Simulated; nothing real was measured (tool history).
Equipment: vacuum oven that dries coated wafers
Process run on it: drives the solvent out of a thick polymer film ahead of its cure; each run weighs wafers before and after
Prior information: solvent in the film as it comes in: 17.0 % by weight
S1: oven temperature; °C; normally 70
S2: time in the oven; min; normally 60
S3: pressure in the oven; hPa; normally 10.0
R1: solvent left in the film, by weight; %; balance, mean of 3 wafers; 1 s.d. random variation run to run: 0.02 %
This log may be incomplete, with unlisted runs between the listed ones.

run,hour,S1,S2,S3,R1
1,0.0,70,60,10.0,1.60
2,8.3,70,60,10.0,1.60
3,20.4,70,60,10.0,1.60
4,26.9,70,60,16.9,1.99
5,33.5,60,60,10.0,4.16
6,45.3,70,45,10.0,2.45
7,56.7,70,60,10.0,1.59
8,66.3,70,60,10.0,1.60
9,80.5,70,60,10.0,1.61
10,94.6,70,60,10.0,1.59
11,101.1,70,60,10.0,1.62
12,111.1,80,60,7.4,0.43
13,119.3,80,60,7.4,0.44
14,130.1,80,60,7.4,0.45
15,141.6,70,94,15.5,1.26
16,149.5,70,47,39.7,4.12
17,162.6,75,48,8.8,1.23
18,172.5,74,55,6.1,0.94
19,184.6,69,31,10.0,4.33
20,192.4,67,40,24.4,4.73

Each row is a separate what-if for the run after 20, all from the same tool condition, not one after another. Results?
A,203.2,75,53,14.7,?
B,203.2,57,60,6.9,?
C,203.2,79,65,24.4,?
D,203.2,75,57,22.4,?
E,203.2,66,41,12.8,?

run,R1
A,1.32
B,4.87
C,1.21
D,1.66
E,4.19
What these runs would have given with no unlogged condition in the tool:
run,R1
A,1.32
B,4.87
C,1.21
D,1.66
E,4.19
